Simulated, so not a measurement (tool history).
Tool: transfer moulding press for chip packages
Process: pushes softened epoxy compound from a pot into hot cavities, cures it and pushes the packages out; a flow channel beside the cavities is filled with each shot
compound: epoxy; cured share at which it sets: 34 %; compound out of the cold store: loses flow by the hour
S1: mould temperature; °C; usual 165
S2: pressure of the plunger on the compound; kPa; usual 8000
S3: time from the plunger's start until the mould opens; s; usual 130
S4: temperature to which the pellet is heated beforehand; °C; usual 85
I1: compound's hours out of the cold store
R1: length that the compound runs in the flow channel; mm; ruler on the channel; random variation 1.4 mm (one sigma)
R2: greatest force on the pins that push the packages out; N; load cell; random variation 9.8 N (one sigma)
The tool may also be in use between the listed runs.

{"run": 1, "hour": 0.0, "S1": 165, "S2": 8000, "S3": 130, "S4": 85, "I1": 43.1, "R1": 441, "R2": 511}
{"run": 2, "hour": 30.5, "S1": 173, "S2": 8000, "S3": 130, "S4": 85, "I1": 25.1, "R1": 468, "R2": 554}
{"run": 3, "hour": 98.5, "S1": 165, "S2": 8000, "S3": 130, "S4": 85, "I1": 12.5, "R1": 517, "R2": 791}
{"run": 4, "hour": 130.2, "S1": 165, "S2": 8000, "S3": 130, "S4": 85, "I1": 35.6, "R1": 454, "R2": 845}
{"hour": 137.6, "done": "cavities cleaned with cleaning compound and waxed"}
{"hour": 162.7, "done": "plunger's sealing rings changed"}
{"run": 5, "hour": 166.8, "S1": 165, "S2": 8000, "S3": 130, "S4": 85, "I1": 24.4, "R1": 505, "R2": 559}
{"run": 6, "hour": 200.0, "S1": 165, "S2": 8000, "S3": 130, "S4": 85, "I1": 32, "R1": 485, "R2": 657}
{"run": 7, "hour": 267.9, "S1": 165, "S2": 8000, "S3": 130, "S4": 85, "I1": 19.8, "R1": 514, "R2": 817}
{"hour": 276.4, "done": "mould's thermocouples calibrated"}
{"hour": 291.6, "done": "cavities cleaned with cleaning compound and waxed"}
{"run": 8, "hour": 330.6, "S1": 165, "S2": 8000, "S3": 130, "S4": 85, "I1": 26.9, "R1": 492, "R2": 641}
{"run": 9, "hour": 383.6, "S1": 159, "S2": 9560, "S3": 130, "S4": 85, "I1": 36.1, "R1": 527, "R2": 1073}
{"hour": 437.9, "done": "cavities cleaned with cleaning compound and waxed"}
{"run": 10, "hour": 439.1, "S1": 165, "S2": 8000, "S3": 137, "S4": 85, "I1": 44.8, "R1": 442, "R2": 447}
{"run": 11, "hour": 498.2, "S1": 165, "S2": 8000, "S3": 152, "S4": 85, "I1": 10.1, "R1": 537, "R2": 638}
{"run": 12, "hour": 537.3, "S1": 165, "S2": 8000, "S3": 142, "S4": 80, "I1": 34.6, "R1": 465, "R2": 708}
{"run": 13, "hour": 580.7, "S1": 163, "S2": 6220, "S3": 142, "S4": 88, "I1": 36.4, "R1": 410, "R2": 801}
{"hour": 586.2, "done": "cavities cleaned with cleaning compound and waxed"}
{"run": 14, "hour": 643.0, "S1": 163, "S2": 6220, "S3": 142, "S4": 88, "I1": 30.4, "R1": 420, "R2": 683}
{"hour": 694.4, "done": "mould's thermocouples calibrated, once more"}
{"run": 15, "hour": 694.4, "S1": 163, "S2": 6220, "S3": 142, "S4": 88, "I1": 9.7, "R1": 469, "R2": 759}

Forecast each of these 3 alternatives for the next run:
{"hour": 735.6, "done": "cavities cleaned with cleaning compound and waxed"}
{"run": "A", "hour": 742.2, "S1": 167, "S2": 8000, "S3": 130, "S4": 83, "I1": 8.6, "R1": "?", "R2": "?"}
{"hour": 735.6, "done": "cavities cleaned with cleaning compound and waxed"}
{"run": "B", "hour": 742.2, "S1": 165, "S2": 6100, "S3": 112, "S4": 95, "I1": 24.8, "R1": "?", "R2": "?"}
{"hour": 735.6, "done": "cavities cleaned with cleaning compound and waxed"}
{"run": "C", "hour": 742.2, "S1": 163, "S2": 8060, "S3": 134, "S4": 88, "I1": 41, "R1": "?", "R2": "?"}

run=A R1=519 R2=488
run=B R1=418 R2=614
run=C R1=445 R2=523
Without the tool's hidden state the same runs would have given:
run=A R1=546 R2=435
run=B R1=440 R2=546
run=C R1=468 R2=466
